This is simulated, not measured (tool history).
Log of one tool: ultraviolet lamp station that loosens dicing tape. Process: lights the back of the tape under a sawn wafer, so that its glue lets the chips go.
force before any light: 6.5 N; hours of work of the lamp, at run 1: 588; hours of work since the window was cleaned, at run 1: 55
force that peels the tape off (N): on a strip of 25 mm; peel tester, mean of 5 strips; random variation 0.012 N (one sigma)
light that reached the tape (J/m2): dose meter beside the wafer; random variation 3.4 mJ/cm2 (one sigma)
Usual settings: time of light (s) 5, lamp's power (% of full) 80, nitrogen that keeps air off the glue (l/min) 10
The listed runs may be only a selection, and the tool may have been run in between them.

run,hour,time of light (s),lamp's power (% of full),nitrogen that keeps air off the glue (l/min),hours of work of the lamp,hours of work since the window was cleaned,force that peels the tape off (N),light that reached the tape (J/m2)
1,0,5,80,10,588,55,0.974,4190
2,21.6,5,80,10,600,67,0.976,4120
3,57.6,5,80,10,620,86,1.004,4030
4,102.2,5,80,10,644,111,1.02,4000
5,143.1,5,80,14,667,133,0.874,3890
6,184,5,80,14,689,156,0.936,3770
7,206.9,3,80,10,702,168,2.293,2240
8,235.6,3,80,10,717,184,2.27,2200
9,256.2,3,80,10,729,195,2.324,2210
10,288.2,3,80,10,746,213,2.374,2180
11,330.5,3,80,10,769,236,2.431,2080
12,362.2,3,80,10,787,253,2.528,2070
13,404.5,8,83,10,810,276,0.522,5630
14,432.5,9,83,4,825,292,0.839,6270
15,452.5,9,61,18,836,303,0.581,4530
16,471.4,3,80,10,847,313,2.63,1940
17,504.7,3,80,10,865,331,2.667,1920
18,531.7,3,92,7,880,346,2.52,2200

Predict each of these 3 candidate next runs independently; none follows another, all start after run 18:
A,552.2,2,64,6,891,357,?,?
B,552.2,3,98,7,891,357,?,?
C,552.2,6,80,16,891,357,?,?

run,force that peels the tape off (N),light that reached the tape (J/m2)
A,4.413,1020
B,2.475,2270
C,0.927,3710
What these runs would have given with no unlogged condition in the tool:
run,force that peels the tape off (N),light that reached the tape (J/m2)
A,3.233,1810
B,1.187,4080
C,0.245,6690

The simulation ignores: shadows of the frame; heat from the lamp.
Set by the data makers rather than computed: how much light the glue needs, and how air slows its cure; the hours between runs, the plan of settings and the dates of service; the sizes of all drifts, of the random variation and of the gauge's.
